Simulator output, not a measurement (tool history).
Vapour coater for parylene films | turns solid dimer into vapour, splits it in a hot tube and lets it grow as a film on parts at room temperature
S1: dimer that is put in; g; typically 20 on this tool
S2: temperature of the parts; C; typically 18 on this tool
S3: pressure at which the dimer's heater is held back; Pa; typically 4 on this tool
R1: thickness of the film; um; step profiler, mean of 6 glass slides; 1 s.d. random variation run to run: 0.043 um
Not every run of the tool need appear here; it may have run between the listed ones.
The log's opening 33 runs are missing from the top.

run 34 hour=752.3 | S1=9 S2=18 S3=2.69 | R1=4.97
run 35 hour=780.2 | S1=25 S2=18 S3=4 | R1=12.69
run 36 hour=798.2 | S1=15 S2=24 S3=4.67 | R1=6.64
run 37 hour=817.5 | S1=14 S2=20 S3=4 | R1=6.87
run 38 hour=849 | S1=20 S2=15 S3=3.01 | R1=11.46
run 39 hour=880.1 | S1=13 S2=16 S3=3.01 | R1=7.3
run 40 hour=908.7 | S1=10 S2=11 S3=4 | R1=5.81
run 41 hour=923.4 | S1=10 S2=11 S3=4 | R1=5.84
-- hour=941 gauge calibrated
run 42 hour=947.2 | S1=10 S2=12 S3=2.7 | R1=6.07
run 43 hour=967.1 | S1=15 S2=18 S3=2.41 | R1=8.32
run 44 hour=993 | S1=15 S2=18 S3=2.41 | R1=8.25
run 45 hour=1012.8 | S1=15 S2=18 S3=2.41 | R1=8.34
run 46 hour=1030.2 | S1=9 S2=19 S3=2.3 | R1=4.98

Predict each of these 4 candidate next runs independently; none follows another, all start after run 46:
-- hour=1046.8 trap's valve overhauled
run A hour=1050 | S1=9 S2=12 S3=2.3 | R1=?
-- hour=1046.8 trap's valve overhauled
run B hour=1050 | S1=8 S2=19 S3=2.3 | R1=?
-- hour=1046.8 trap's valve overhauled
run C hour=1050 | S1=20 S2=10 S3=3.32 | R1=?
-- hour=1046.8 trap's valve overhauled
run D hour=1050 | S1=16 S2=18 S3=4 | R1=?

run=A R1=5.65
run=B R1=4.42
run=C R1=12.09
run=D R1=8.02
The same runs, with their run-to-run variation unchanged, on a tool lacking any hidden condition would have given:
run=A R1=5.63
run=B R1=4.4
run=C R1=12.06
run=D R1=8
